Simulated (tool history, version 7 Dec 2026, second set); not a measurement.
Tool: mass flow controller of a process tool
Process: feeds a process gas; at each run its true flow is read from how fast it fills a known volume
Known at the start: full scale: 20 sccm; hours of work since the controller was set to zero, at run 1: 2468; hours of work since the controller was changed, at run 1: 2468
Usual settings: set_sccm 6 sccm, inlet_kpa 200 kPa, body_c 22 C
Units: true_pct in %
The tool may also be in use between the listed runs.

run,hour,set_sccm,inlet_kpa,body_c,hours of work since the controller was set to zero,hours of work since the controller was changed,true_pct
1,0,6,200,22,2468,2468,99.03
2,91.2,6,200,22,2532,2532,99
3,150.1,6,200,22,2573,2573,98.89
4,271.6,6,200,22,2658,2658,99.01
5,350.5,4,200,22,2714,2714,98.94
6,432,4,200,22,2771,2771,98.85
7,501.9,8,200,22,2820,2820,99.19
8,565.4,6,200,22,2865,2865,98.99
9,646.5,6,200,36,2922,2922,98.18
10,775.2,6,200,36,3012,3012,98.13
11,841.9,6,200,36,3059,3059,98.22
12,963.1,6,200,36,3144,3144,98.15
13,1028.8,6,200,36,3190,3190,98.1
14,1144.7,6,200,36,3271,3271,98.12
15,1242.7,6,252,23,3340,3340,99.27
16,1362.8,3,252,27,3424,3424,98.65
17,1476.3,3,252,27,3504,3504,98.67
18,1567.4,6,252,24,3568,3568,99.11
19,1688.8,6,236,21,3653,3653,99.19
20,1809.4,2,217,29,3738,3738,98.38
21,1928,7,167,23,3821,3821,98.88
22,2023.6,7,167,23,3888,3888,99.01
23,2123.2,3,167,25,3958,3958,98.35
24,2234.2,9,156,20,4036,4036,99.17
25,2364.2,9,221,30,4128,4128,98.83
26,2480.3,9,221,30,4209,4209,98.95
27,2591.9,8,200,23,4288,4288,99.18
28,2663.8,4,200,25,4338,4338,98.63

Forecast each of these 4 alternatives for the next run:
A,2770.1,14,239,30,4413,4413,?
B,2770.1,3,172,25,4413,4413,?
C,2770.1,6,200,30,4413,4413,?
D,2770.1,3,200,23,4413,4413,?

run,true_pct
A,99.31
B,98.45
C,98.47
D,98.56
Without the tool's hidden state the same runs would have given:
run,true_pct
A,99.32
B,98.47
C,98.48
D,98.58

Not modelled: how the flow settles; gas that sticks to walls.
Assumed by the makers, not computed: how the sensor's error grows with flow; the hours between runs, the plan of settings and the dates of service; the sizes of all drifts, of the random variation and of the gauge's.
